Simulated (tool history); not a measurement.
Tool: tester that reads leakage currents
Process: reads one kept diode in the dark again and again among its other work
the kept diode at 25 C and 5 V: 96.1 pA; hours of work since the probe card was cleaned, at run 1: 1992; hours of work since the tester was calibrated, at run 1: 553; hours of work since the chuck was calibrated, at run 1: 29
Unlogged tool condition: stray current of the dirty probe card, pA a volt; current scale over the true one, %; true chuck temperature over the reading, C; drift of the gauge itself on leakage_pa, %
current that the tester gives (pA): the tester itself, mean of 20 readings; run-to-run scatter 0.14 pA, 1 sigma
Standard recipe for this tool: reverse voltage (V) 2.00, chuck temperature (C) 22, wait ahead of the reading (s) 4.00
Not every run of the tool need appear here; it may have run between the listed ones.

run      day  reverse voltage (V)  chuck temperature (C)  wait ahead of the reading (s)  hours of work since the probe card was cleaned  hours of work since the tester was calibrated  hours of work since the chuck was calibrated  current that the tester gives (pA)
  1    0.000                 2.00                     22                           4.00                                            1992                                            553                                            29                               45.40
  2    1.988                 2.00                     22                           4.00                                            2025                                            585                                            62                               45.14
  3    3.967                 2.00                     39                           4.00                                            2057                                            618                                            94                              163.05
  4    5.962                 2.00                     34                           4.00                                            2090                                            651                                           127                              113.32
  5    8.342                 2.00                     22                           4.00                                            2129                                            690                                           166                               44.66
  6   11.058                 2.00                     22                           4.00                                            2174                                            734                                           211                               44.57
  7   14.142                 2.00                     22                           4.00                                            2224                                            785                                           261                               44.28
  8   17.562                 2.00                     60                           4.00                                            2280                                            841                                           318                              670.22
  9   21.662                 2.00                     22                           4.00                                            2348                                            908                                           385                               43.70
 10   23.408                 2.00                     22                           4.00                                            2376                                            937                                           414                               43.60
 11   26.317                 2.00                     22                           4.00                                            2424                                            985                                           461                               43.27
 12   29.354                 2.00                     25                           4.00                                            2474                                           1035                                           511                               54.63
 13   32.592                 2.00                     25                           4.00                                            2527                                           1088                                           564                               54.34
 14   34.742                 2.00                     25                           4.00                                            2562                                           1123                                           600                               54.15
 15   36.612                 2.00                     25                           4.00                                            2593                                           1154                                           630                               53.92
 16   40.608                 2.00                     25                           4.00                                            2659                                           1219                                           696                               53.15
 17   44.612                 3.82                     25                           4.00                                            2724                                           1285                                           762                               79.00
 18   48.525                 2.00                     35                           4.00                                            2789                                           1349                                           826                              111.90
 19   52.612                 2.45                     22                           4.00                                            2856                                           1416                                           893                               46.76
 20   54.733                13.53                     22                           1.13                                            2890                                           1451                                           928                              141.21
 21   58.450                19.95                     24                           1.13                                            2951                                           1512                                           989                              208.14
 22   61.838                19.95                     24                           1.13                                            3007                                           1568                                          1044                              207.22
      62.204  -- chuck's temperature calibrated
 23   63.604                 3.57                     41                           0.59                                            3035                                           1595                                            23                              229.01
 24   67.200                13.95                     58                           3.37                                            3094                                           1654                                            82                             1651.05
 25   71.229                 2.59                     25                           5.12                                            3160                                           1721                                           148                               55.81
 26   73.221                13.58                     22                           3.62                                            3192                                           1753                                           181                              128.94
 27   76.517                 2.80                     22                           8.78                                            3247                                           1807                                           235                               46.18
 28   78.575                 8.15                     22                           6.23                                            3280                                           1841                                           269                               91.76
 29   80.488                 8.77                     39                           9.26                                            3312                                           1873                                           300                              328.38
      81.562  -- chuck's temperature calibrated, once more
 30   83.558                13.81                     40                           1.41                                            3361                                           1922                                            33                              570.58
      86.704  -- probe card cleaned and baked
 31   86.871                 2.00                     25                           1.01                                               3                                           1974                                            85                               54.39
 32   89.821                 2.00                     27                           4.00                                              51                                           2022                                           134                               63.10
 33   93.275                 2.00                     27                           4.00                                             108                                           2079                                           190                               62.44
 34   95.533                 2.00                     27                           4.00                                             145                                           2116                                           227                               62.51
 35   98.283                 2.71                     27                           8.39                                             190                                           2161                                           272                               74.06
 36  102.021                 2.84                     40                           8.39                                             251                                           2223                                           334                              204.58
 37  105.592                 2.84                     40                           8.39                                             310                                           2281                                           392                              202.46
 38  109.367                 2.84                     40                           0.36                                             372                                           2343                                           454                              202.77

For some of the steps in current that the tester gives (pA) from one run to the next: how much would appear even if the tool had no hidden state, given the settings, what came in and random variation, and how much remains for the hidden state plus any gauge scatter that the measured result and the result without hidden state don't share?
Run 8 -> 9: chuck temperature (C) 60 -> 22. current that the tester gives (pA) -626.52: hidden state +20.12, all else -646.64.
Run 23 -> 24: reverse voltage (V) 3.57 -> 13.95, chuck temperature (C) 41 -> 58, wait ahead of the reading (s) 0.59 -> 3.37. current that the tester gives (pA) +1422.04: hidden state -252.01, all else +1674.05.
Run 24 -> 25: reverse voltage (V) 13.95 -> 2.59, chuck temperature (C) 58 -> 25, wait ahead of the reading (s) 3.37 -> 5.12. current that the tester gives (pA) -1595.24: hidden state +283.20, all else -1878.44.
Run 29 -> 30: reverse voltage (V) 8.77 -> 13.81, chuck temperature (C) 39 -> 40, wait ahead of the reading (s) 9.26 -> 1.41, chuck's temperature calibrated, once more. current that the tester gives (pA) +242.20: hidden state +73.63, all else +168.57.
